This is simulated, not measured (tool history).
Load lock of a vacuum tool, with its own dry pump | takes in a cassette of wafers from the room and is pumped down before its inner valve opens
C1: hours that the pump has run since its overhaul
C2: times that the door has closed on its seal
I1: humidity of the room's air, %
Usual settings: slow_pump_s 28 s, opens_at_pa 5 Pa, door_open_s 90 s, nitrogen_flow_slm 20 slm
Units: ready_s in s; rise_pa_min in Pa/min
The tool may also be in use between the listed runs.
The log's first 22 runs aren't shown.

run 23 hour=1828.6 | slow_pump_s=54 opens_at_pa=5 door_open_s=90 nitrogen_flow_slm=13 | C1=6199 C2=19509 | I1=48.8 | ready_s=78.4 rise_pa_min=0.11
run 24 hour=1902 | slow_pump_s=54 opens_at_pa=5 door_open_s=90 nitrogen_flow_slm=13 | C1=6273 C2=19717 | I1=48.3 | ready_s=79.2 rise_pa_min=0.115
run 25 hour=1960.2 | slow_pump_s=28 opens_at_pa=9 door_open_s=90 nitrogen_flow_slm=20 | C1=6331 C2=19882 | I1=45.2 | ready_s=56 rise_pa_min=0.1
run 26 hour=2029.1 | slow_pump_s=56 opens_at_pa=5 door_open_s=129 nitrogen_flow_slm=20 | C1=6400 C2=20078 | I1=47.4 | ready_s=81.2 rise_pa_min=0.112
run 27 hour=2142.2 | slow_pump_s=28 opens_at_pa=5 door_open_s=90 nitrogen_flow_slm=36 | C1=6513 C2=20398 | I1=46 | ready_s=59.1 rise_pa_min=0.086
run 28 hour=2229.9 | slow_pump_s=28 opens_at_pa=5 door_open_s=90 nitrogen_flow_slm=36 | C1=6601 C2=20647 | I1=44 | ready_s=59 rise_pa_min=0.087
run 29 hour=2323.4 | slow_pump_s=32 opens_at_pa=6 door_open_s=39 nitrogen_flow_slm=4 | C1=6694 C2=20913 | I1=48.1 | ready_s=60.8 rise_pa_min=0.102
run 30 hour=2388.1 | slow_pump_s=24 opens_at_pa=9 door_open_s=37 nitrogen_flow_slm=44 | C1=6759 C2=21096 | I1=45.7 | ready_s=53.4 rise_pa_min=0.072
run 31 hour=2456.6 | slow_pump_s=24 opens_at_pa=9 door_open_s=37 nitrogen_flow_slm=44 | C1=6827 C2=21291 | I1=45.3 | ready_s=53.1 rise_pa_min=0.071

Run 32 comes next. What will it give?
run 32 hour=2508.5 | slow_pump_s=24 opens_at_pa=9 door_open_s=28 nitrogen_flow_slm=34 | C1=6879 C2=21438 | I1=43.1 | ready_s=? rise_pa_min=?

ready_s: 53.7 s
rise_pa_min: 0.072 Pa/min
Without the tool's hidden state the same run would have given ready_s 51.9 s, rise_pa_min 0.023 Pa/min.
